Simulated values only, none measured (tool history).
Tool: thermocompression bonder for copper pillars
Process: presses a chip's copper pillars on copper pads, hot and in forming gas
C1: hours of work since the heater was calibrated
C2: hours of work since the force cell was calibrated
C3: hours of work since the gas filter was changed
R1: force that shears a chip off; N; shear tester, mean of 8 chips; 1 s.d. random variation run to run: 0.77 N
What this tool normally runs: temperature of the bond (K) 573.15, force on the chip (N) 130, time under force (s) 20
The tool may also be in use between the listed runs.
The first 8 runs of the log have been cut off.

{"run": 9, "hour": 100.0, "temperature of the bond (K)": 573.15, "force on the chip (N)": 130, "time under force (s)": 20, "C1": 481, "C2": 501, "C3": 182, "R1": 51.9}
{"run": 10, "hour": 111.3, "temperature of the bond (K)": 573.15, "force on the chip (N)": 130, "time under force (s)": 20, "C1": 490, "C2": 509, "C3": 191, "R1": 52.7}
{"run": 11, "hour": 120.0, "temperature of the bond (K)": 573.15, "force on the chip (N)": 130, "time under force (s)": 20, "C1": 497, "C2": 516, "C3": 198, "R1": 51}
{"run": 12, "hour": 137.5, "temperature of the bond (K)": 573.15, "force on the chip (N)": 130, "time under force (s)": 20, "C1": 510, "C2": 529, "C3": 211, "R1": 49.8}
{"run": 13, "hour": 154.3, "temperature of the bond (K)": 573.15, "force on the chip (N)": 129, "time under force (s)": 20, "C1": 523, "C2": 542, "C3": 224, "R1": 49.4}
{"run": 14, "hour": 163.9, "temperature of the bond (K)": 573.15, "force on the chip (N)": 129, "time under force (s)": 20, "C1": 530, "C2": 550, "C3": 231, "R1": 52.3}
{"run": 15, "hour": 175.4, "temperature of the bond (K)": 573.15, "force on the chip (N)": 130, "time under force (s)": 46, "C1": 539, "C2": 559, "C3": 240, "R1": 66.9}
{"run": 16, "hour": 191.4, "temperature of the bond (K)": 573.15, "force on the chip (N)": 130, "time under force (s)": 46, "C1": 551, "C2": 571, "C3": 253, "R1": 67.9}
{"hour": 196.6, "done": "forming gas filter changed"}
{"run": 17, "hour": 202.0, "temperature of the bond (K)": 561.15, "force on the chip (N)": 130, "time under force (s)": 16, "C1": 559, "C2": 579, "C3": 4, "R1": 40.5}

What will run 18 give?
{"run": 18, "hour": 214.1, "temperature of the bond (K)": 573.15, "force on the chip (N)": 111, "time under force (s)": 11, "C1": 568, "C2": 588, "C3": 13, "R1": "?"}

Run 18 produced R1 39 N.
Take away the tool's hidden state, keep the run-to-run variation as it was, and the same run would have given R1 43 N.
